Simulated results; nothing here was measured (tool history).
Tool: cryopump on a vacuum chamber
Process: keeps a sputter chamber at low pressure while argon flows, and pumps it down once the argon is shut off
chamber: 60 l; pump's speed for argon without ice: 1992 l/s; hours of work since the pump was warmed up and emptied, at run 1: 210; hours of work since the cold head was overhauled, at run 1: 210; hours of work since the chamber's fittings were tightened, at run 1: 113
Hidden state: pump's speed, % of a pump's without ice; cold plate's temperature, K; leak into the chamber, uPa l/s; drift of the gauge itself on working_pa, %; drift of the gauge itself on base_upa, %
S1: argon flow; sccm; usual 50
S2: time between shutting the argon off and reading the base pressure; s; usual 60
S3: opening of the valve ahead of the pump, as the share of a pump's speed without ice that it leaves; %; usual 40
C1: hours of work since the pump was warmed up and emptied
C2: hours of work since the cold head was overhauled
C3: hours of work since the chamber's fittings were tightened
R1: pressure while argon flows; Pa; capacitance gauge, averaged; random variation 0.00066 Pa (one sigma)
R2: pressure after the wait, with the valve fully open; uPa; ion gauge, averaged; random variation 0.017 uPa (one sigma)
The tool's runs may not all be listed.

| run | hour | S1 | S2 | S3 | C1 | C2 | C3 | R1 | R2 |
|---|---|---|---|---|---|---|---|---|---|
| 1 | 0 | 50 | 60 | 40 | 210 | 210 | 113 | 0.1095 | 0.52 |
| 2 | 12.7 | 39 | 60 | 40 | 217 | 217 | 121 | 0.0841 | 0.52 |
| 3 | 37.3 | 50 | 60 | 40 | 232 | 232 | 135 | 0.1074 | 0.51 |
| 4 | 52.1 | 50 | 60 | 40 | 240 | 240 | 144 | 0.1096 | 0.52 |
| 5 | 63.1 | 50 | 60 | 40 | 247 | 247 | 150 | 0.1095 | 0.5 |
| 6 | 77.5 | 50 | 60 | 40 | 255 | 255 | 158 | 0.1092 | 0.54 |
| 7 | 89.5 | 50 | 60 | 40 | 262 | 262 | 165 | 0.1084 | 0.51 |
| 8 | 110.9 | 50 | 246 | 40 | 275 | 275 | 178 | 0.1088 | 0.26 |
| 9 | 128 | 50 | 246 | 40 | 285 | 285 | 188 | 0.1094 | 0.26 |
| 10 | 140.9 | 50 | 246 | 40 | 292 | 292 | 195 | 0.1099 | 0.28 |
| 11 | 152.2 | 50 | 246 | 40 | 299 | 299 | 202 | 0.109 | 0.27 |
| 12 | 166.4 | 50 | 246 | 40 | 307 | 307 | 210 | 0.1094 | 0.26 |
| 13 | 178.5 | 78 | 23 | 24 | 314 | 314 | 217 | 0.2801 | 1.08 |
| 14 | 198.5 | 78 | 23 | 24 | 326 | 326 | 229 | 0.2799 | 1.04 |
| 15 | 213.3 | 24 | 60 | 40 | 334 | 334 | 237 | 0.0525 | 0.54 |
| 16 | 232.6 | 24 | 60 | 40 | 345 | 345 | 249 | 0.0526 | 0.53 |
| 17 | 254.1 | 21 | 60 | 51 | 358 | 358 | 261 | 0.0366 | 0.55 |
| 18 | 268.5 | 25 | 60 | 52 | 366 | 366 | 269 | 0.0437 | 0.55 |
| 19 | 294.7 | 31 | 60 | 16 | 381 | 381 | 285 | 0.1666 | 0.53 |
| 20 | 319.6 | 28 | 187 | 16 | 396 | 396 | 299 | 0.1499 | 0.32 |
| 21 | 344.1 | 28 | 187 | 16 | 410 | 410 | 313 | 0.1503 | 0.28 |
| 22 | 370.5 | 31 | 291 | 16 | 425 | 425 | 329 | 0.1686 | 0.28 |
| 23 | 385.6 | 67 | 21 | 23 | 434 | 434 | 337 | 0.2549 | 1.15 |

Forecast each of these 3 alternatives for the next run:
| A | 405.3 | 59 | 50 | 18 | 446 | 446 | 349 | ? | ? |
| B | 405.3 | 67 | 21 | 40 | 446 | 446 | 349 | ? | ? |
| C | 405.3 | 36 | 76 | 29 | 446 | 446 | 349 | ? | ? |

| run | R1 | R2 |
|---|---|---|
| A | 0.2834 | 0.61 |
| B | 0.1497 | 1.15 |
| C | 0.1085 | 0.48 |
Without the tool's hidden state the same runs would have given:
| run | R1 | R2 |
|---|---|---|
| A | 0.2775 | 0.55 |
| B | 0.143 | 1.1 |
| C | 0.1049 | 0.43 |
